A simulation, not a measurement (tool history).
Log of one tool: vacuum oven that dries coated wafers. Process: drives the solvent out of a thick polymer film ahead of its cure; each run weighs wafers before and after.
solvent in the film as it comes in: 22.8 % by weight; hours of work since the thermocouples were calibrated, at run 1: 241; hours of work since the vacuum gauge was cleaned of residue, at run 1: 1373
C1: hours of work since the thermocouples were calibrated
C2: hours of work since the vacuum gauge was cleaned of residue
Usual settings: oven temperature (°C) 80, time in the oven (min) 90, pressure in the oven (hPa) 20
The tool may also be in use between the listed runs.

{"run": 1, "hour": 0.0, "oven temperature (°C)": 80, "time in the oven (min)": 90, "pressure in the oven (hPa)": 20, "C1": 241, "C2": 1373, "solvent left in the film (%)": 3.78}
{"run": 2, "hour": 64.5, "oven temperature (°C)": 80, "time in the oven (min)": 90, "pressure in the oven (hPa)": 20, "C1": 280, "C2": 1411, "solvent left in the film (%)": 3.83}
{"run": 3, "hour": 114.2, "oven temperature (°C)": 80, "time in the oven (min)": 90, "pressure in the oven (hPa)": 20, "C1": 309, "C2": 1441, "solvent left in the film (%)": 3.79}
{"run": 4, "hour": 206.2, "oven temperature (°C)": 82, "time in the oven (min)": 90, "pressure in the oven (hPa)": 20, "C1": 364, "C2": 1496, "solvent left in the film (%)": 3.29}
{"run": 5, "hour": 290.6, "oven temperature (°C)": 82, "time in the oven (min)": 90, "pressure in the oven (hPa)": 20, "C1": 414, "C2": 1546, "solvent left in the film (%)": 3.27}
{"run": 6, "hour": 374.4, "oven temperature (°C)": 82, "time in the oven (min)": 119, "pressure in the oven (hPa)": 20, "C1": 464, "C2": 1596, "solvent left in the film (%)": 2.11}
{"run": 7, "hour": 465.6, "oven temperature (°C)": 82, "time in the oven (min)": 119, "pressure in the oven (hPa)": 20, "C1": 518, "C2": 1650, "solvent left in the film (%)": 2.14}
{"run": 8, "hour": 513.2, "oven temperature (°C)": 80, "time in the oven (min)": 90, "pressure in the oven (hPa)": 20, "C1": 546, "C2": 1678, "solvent left in the film (%)": 3.98}
{"run": 9, "hour": 560.6, "oven temperature (°C)": 77, "time in the oven (min)": 90, "pressure in the oven (hPa)": 20, "C1": 574, "C2": 1706, "solvent left in the film (%)": 4.92}
{"run": 10, "hour": 621.7, "oven temperature (°C)": 77, "time in the oven (min)": 90, "pressure in the oven (hPa)": 20, "C1": 610, "C2": 1742, "solvent left in the film (%)": 4.99}
{"run": 11, "hour": 699.6, "oven temperature (°C)": 65, "time in the oven (min)": 140, "pressure in the oven (hPa)": 20, "C1": 657, "C2": 1789, "solvent left in the film (%)": 6.76}
{"run": 12, "hour": 796.2, "oven temperature (°C)": 80, "time in the oven (min)": 53, "pressure in the oven (hPa)": 16.2, "C1": 714, "C2": 1846, "solvent left in the film (%)": 7.25}
{"hour": 820.6, "done": "vacuum gauge cleaned of residue and calibrated"}
{"run": 13, "hour": 856.4, "oven temperature (°C)": 80, "time in the oven (min)": 53, "pressure in the oven (hPa)": 12, "C1": 749, "C2": 21, "solvent left in the film (%)": 6.94}
{"run": 14, "hour": 928.8, "oven temperature (°C)": 80, "time in the oven (min)": 116, "pressure in the oven (hPa)": 21.9, "C1": 792, "C2": 64, "solvent left in the film (%)": 2.68}

Run 15 comes next. What will it give?
{"run": 15, "hour": 975.0, "oven temperature (°C)": 80, "time in the oven (min)": 116, "pressure in the oven (hPa)": 21.9, "C1": 819, "C2": 92, "solvent left in the film (%)": "?"}

{"run 15": {"solvent left in the film (%)": 2.65}}
Without the tool's hidden state the same run would have given solvent left in the film (%) 2.35.
